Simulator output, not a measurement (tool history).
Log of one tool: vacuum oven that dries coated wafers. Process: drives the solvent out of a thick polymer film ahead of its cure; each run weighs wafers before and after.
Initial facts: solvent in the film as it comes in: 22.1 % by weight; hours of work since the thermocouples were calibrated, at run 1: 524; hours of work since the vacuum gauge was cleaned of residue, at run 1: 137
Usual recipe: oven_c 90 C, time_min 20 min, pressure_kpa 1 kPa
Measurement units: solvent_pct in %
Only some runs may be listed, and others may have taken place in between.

run,hour,oven_c,time_min,pressure_kpa,hours of work since the thermocouples were calibrated,hours of work since the vacuum gauge was cleaned of residue,solvent_pct
1,0,90,20,1,524,137,3.17
2,83.8,90,20,1,579,192,3.23
3,124.7,90,35,1,606,219,1.28
4,197.1,90,35,1,653,266,1.36
5,239.5,90,20,1,681,294,3.33
6,331.6,98,18,3.24,741,354,2.66
7,431.7,98,25,1.05,807,420,0.99
8,505.6,87,11,2.13,855,468,8.48
9,594.6,87,26,2.13,913,527,3.77
10,651.9,102,24,1.73,951,564,0.93

Consider 4 possible next runs. They are alternatives, not a sequence: every one starts from the tool as it was left by run 10. What does each give?
A,726.4,102,11,1.59,1000,613,?
B,726.4,102,24,3.98,1000,613,?
C,726.4,96,20,1,1000,613,?
D,726.4,96,20,0.85,1000,613,?

run,solvent_pct
A,2.85
B,1.81
C,1.81
D,1.69
The same runs, with their run-to-run variation unchanged, on a tool lacking any hidden condition would have given:
run,solvent_pct
A,2.83
B,1.8
C,1.79
D,1.67
